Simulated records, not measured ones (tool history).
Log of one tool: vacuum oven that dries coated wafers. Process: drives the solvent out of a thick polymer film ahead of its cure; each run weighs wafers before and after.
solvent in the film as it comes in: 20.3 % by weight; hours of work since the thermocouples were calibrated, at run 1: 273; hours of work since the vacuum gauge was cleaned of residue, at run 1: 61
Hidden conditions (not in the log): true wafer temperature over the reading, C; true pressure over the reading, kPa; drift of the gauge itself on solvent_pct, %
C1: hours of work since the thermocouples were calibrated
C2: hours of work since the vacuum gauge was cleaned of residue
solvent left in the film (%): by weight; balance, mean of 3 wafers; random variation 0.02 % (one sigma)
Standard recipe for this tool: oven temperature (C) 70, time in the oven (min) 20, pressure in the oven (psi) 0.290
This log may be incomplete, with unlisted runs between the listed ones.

run 1 hour=0.0 | oven_temperature_(C)=70 time_in_the_oven_(min)=20 pressure_in_the_oven_(psi)=0.290 | C1=273 C2=61 | solvent_left_in_the_film_(%)=2.21
run 2 hour=16.9 | oven_temperature_(C)=70 time_in_the_oven_(min)=20 pressure_in_the_oven_(psi)=0.290 | C1=285 C2=73 | solvent_left_in_the_film_(%)=2.25
run 3 hour=36.7 | oven_temperature_(C)=70 time_in_the_oven_(min)=27 pressure_in_the_oven_(psi)=0.290 | C1=299 C2=87 | solvent_left_in_the_film_(%)=1.29
run 4 hour=53.2 | oven_temperature_(C)=70 time_in_the_oven_(min)=27 pressure_in_the_oven_(psi)=0.290 | C1=311 C2=98 | solvent_left_in_the_film_(%)=1.28
run 5 hour=67.3 | oven_temperature_(C)=70 time_in_the_oven_(min)=27 pressure_in_the_oven_(psi)=0.290 | C1=321 C2=108 | solvent_left_in_the_film_(%)=1.29
run 6 hour=83.8 | oven_temperature_(C)=72 time_in_the_oven_(min)=27 pressure_in_the_oven_(psi)=0.290 | C1=333 C2=120 | solvent_left_in_the_film_(%)=1.01
run 7 hour=104.9 | oven_temperature_(C)=70 time_in_the_oven_(min)=20 pressure_in_the_oven_(psi)=0.290 | C1=347 C2=135 | solvent_left_in_the_film_(%)=2.20
run 8 hour=118.1 | oven_temperature_(C)=70 time_in_the_oven_(min)=20 pressure_in_the_oven_(psi)=0.290 | C1=357 C2=144 | solvent_left_in_the_film_(%)=2.23
run 9 hour=139.5 | oven_temperature_(C)=70 time_in_the_oven_(min)=20 pressure_in_the_oven_(psi)=0.290 | C1=372 C2=159 | solvent_left_in_the_film_(%)=2.19
run 10 hour=153.0 | oven_temperature_(C)=70 time_in_the_oven_(min)=20 pressure_in_the_oven_(psi)=0.290 | C1=381 C2=169 | solvent_left_in_the_film_(%)=2.19
run 11 hour=169.8 | oven_temperature_(C)=79 time_in_the_oven_(min)=20 pressure_in_the_oven_(psi)=0.290 | C1=393 C2=180 | solvent_left_in_the_film_(%)=0.77
run 12 hour=181.0 | oven_temperature_(C)=79 time_in_the_oven_(min)=20 pressure_in_the_oven_(psi)=0.290 | C1=401 C2=188 | solvent_left_in_the_film_(%)=0.79
run 13 hour=191.0 | oven_temperature_(C)=70 time_in_the_oven_(min)=20 pressure_in_the_oven_(psi)=0.290 | C1=408 C2=195 | solvent_left_in_the_film_(%)=2.19
run 14 hour=212.0 | oven_temperature_(C)=70 time_in_the_oven_(min)=20 pressure_in_the_oven_(psi)=0.290 | C1=423 C2=210 | solvent_left_in_the_film_(%)=2.20
run 15 hour=228.7 | oven_temperature_(C)=70 time_in_the_oven_(min)=20 pressure_in_the_oven_(psi)=0.994 | C1=435 C2=222 | solvent_left_in_the_film_(%)=3.33
run 16 hour=248.7 | oven_temperature_(C)=70 time_in_the_oven_(min)=20 pressure_in_the_oven_(psi)=0.994 | C1=449 C2=236 | solvent_left_in_the_film_(%)=3.31
run 17 hour=258.6 | oven_temperature_(C)=70 time_in_the_oven_(min)=20 pressure_in_the_oven_(psi)=0.994 | C1=456 C2=243 | solvent_left_in_the_film_(%)=3.29
run 18 hour=267.8 | oven_temperature_(C)=70 time_in_the_oven_(min)=20 pressure_in_the_oven_(psi)=0.994 | C1=462 C2=250 | solvent_left_in_the_film_(%)=3.31
run 19 hour=289.6 | oven_temperature_(C)=70 time_in_the_oven_(min)=20 pressure_in_the_oven_(psi)=0.994 | C1=478 C2=265 | solvent_left_in_the_film_(%)=3.30
run 20 hour=300.4 | oven_temperature_(C)=81 time_in_the_oven_(min)=20 pressure_in_the_oven_(psi)=0.290 | C1=485 C2=273 | solvent_left_in_the_film_(%)=0.61
run 21 hour=321.5 | oven_temperature_(C)=70 time_in_the_oven_(min)=20 pressure_in_the_oven_(psi)=0.290 | C1=500 C2=288 | solvent_left_in_the_film_(%)=2.16
run 22 hour=340.7 | oven_temperature_(C)=70 time_in_the_oven_(min)=20 pressure_in_the_oven_(psi)=0.595 | C1=514 C2=301 | solvent_left_in_the_film_(%)=2.61
run 23 hour=361.4 | oven_temperature_(C)=70 time_in_the_oven_(min)=20 pressure_in_the_oven_(psi)=0.280 | C1=528 C2=316 | solvent_left_in_the_film_(%)=2.13
run 24 hour=376.9 | oven_temperature_(C)=70 time_in_the_oven_(min)=20 pressure_in_the_oven_(psi)=0.280 | C1=539 C2=327 | solvent_left_in_the_film_(%)=2.12
run 25 hour=397.8 | oven_temperature_(C)=70 time_in_the_oven_(min)=20 pressure_in_the_oven_(psi)=0.280 | C1=554 C2=341 | solvent_left_in_the_film_(%)=2.10

Run 26 has not been measured yet. What should we expect?
run 26 hour=419.9 | oven_temperature_(C)=70 time_in_the_oven_(min)=20 pressure_in_the_oven_(psi)=0.280 | C1=570 C2=357 | solvent_left_in_the_film_(%)=?

solvent left in the film (%): 2.11
The same run, on a tool lacking any hidden state, would have yielded solvent left in the film (%) 2.26.

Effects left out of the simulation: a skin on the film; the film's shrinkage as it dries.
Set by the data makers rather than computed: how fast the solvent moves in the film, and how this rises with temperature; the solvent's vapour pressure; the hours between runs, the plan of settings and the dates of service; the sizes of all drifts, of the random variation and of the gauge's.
